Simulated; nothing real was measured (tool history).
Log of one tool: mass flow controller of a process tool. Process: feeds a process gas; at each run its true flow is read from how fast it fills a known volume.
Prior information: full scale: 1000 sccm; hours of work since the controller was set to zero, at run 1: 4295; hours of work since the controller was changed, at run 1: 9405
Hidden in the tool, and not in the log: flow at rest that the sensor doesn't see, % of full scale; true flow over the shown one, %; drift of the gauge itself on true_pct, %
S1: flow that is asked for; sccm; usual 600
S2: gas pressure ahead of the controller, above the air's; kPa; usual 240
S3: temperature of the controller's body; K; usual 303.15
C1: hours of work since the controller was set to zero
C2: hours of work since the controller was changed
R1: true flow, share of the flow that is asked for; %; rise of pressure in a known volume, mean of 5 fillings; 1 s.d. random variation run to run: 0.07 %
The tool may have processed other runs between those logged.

run 1 hour=0 | S1=600 S2=240 S3=303.15 | C1=4295 C2=9405 | R1=97.62
run 2 hour=378.3 | S1=600 S2=240 S3=303.15 | C1=4518 C2=9628 | R1=97.71
run 3 hour=667.4 | S1=600 S2=240 S3=303.15 | C1=4688 C2=9798 | R1=97.58
-- hour=931 controller's zero set anew
run 4 hour=1015.4 | S1=600 S2=240 S3=303.15 | C1=50 C2=10003 | R1=95.68
run 5 hour=1531.5 | S1=600 S2=240 S3=303.15 | C1=354 C2=10307 | R1=95.8
run 6 hour=1949.1 | S1=600 S2=240 S3=303.15 | C1=600 C2=10553 | R1=95.72
run 7 hour=2307.3 | S1=600 S2=240 S3=303.15 | C1=811 C2=10764 | R1=95.94
run 8 hour=2549.9 | S1=600 S2=240 S3=303.15 | C1=954 C2=10907 | R1=95.82
run 9 hour=2936.9 | S1=600 S2=240 S3=303.15 | C1=1182 C2=11135 | R1=95.74
run 10 hour=3402.1 | S1=600 S2=240 S3=301.15 | C1=1456 C2=11409 | R1=96.12
run 11 hour=3799.3 | S1=600 S2=164 S3=303.15 | C1=1690 C2=11643 | R1=95.38
-- hour=4125.7 controller exchanged for a calibrated one
run 12 hour=4244.6 | S1=600 S2=164 S3=303.15 | C1=70 C2=70 | R1=98.55
run 13 hour=4744.1 | S1=600 S2=152 S3=303.15 | C1=364 C2=364 | R1=98.54
run 14 hour=5263.7 | S1=877 S2=152 S3=304.15 | C1=671 C2=671 | R1=98.77
run 15 hour=5787.4 | S1=950 S2=277 S3=308.15 | C1=979 C2=979 | R1=99.61
run 16 hour=6220.3 | S1=629 S2=185 S3=303.15 | C1=1234 C2=1234 | R1=98.88
run 17 hour=6723.7 | S1=396 S2=240 S3=303.15 | C1=1531 C2=1531 | R1=99.08
run 18 hour=7002.3 | S1=396 S2=240 S3=303.15 | C1=1695 C2=1695 | R1=99.09
run 19 hour=7463 | S1=159 S2=206 S3=297.15 | C1=1967 C2=1967 | R1=100.73
run 20 hour=7789.7 | S1=159 S2=206 S3=298.15 | C1=2159 C2=2159 | R1=100.88
run 21 hour=8097.1 | S1=181 S2=275 S3=301.15 | C1=2340 C2=2340 | R1=101.11
run 22 hour=8499 | S1=156 S2=274 S3=311.15 | C1=2577 C2=2577 | R1=100.81
run 23 hour=8955 | S1=168 S2=202 S3=296.15 | C1=2846 C2=2846 | R1=101.67

A few steps of R1 between consecutive runs. Split each: what settings, incoming material and random variation would produce without the hidden state, and what is left over for the hidden state, along with gauge scatter present in only one of the two compared results (measured, and without hidden state):
Run 3 -> 4: controller's zero set anew. R1 -1.9 %: hidden state -1.94, all else +0.04.
Run 11 -> 12: controller exchanged for a calibrated one. R1 +3.17 %: hidden state +3.23, all else -0.06.
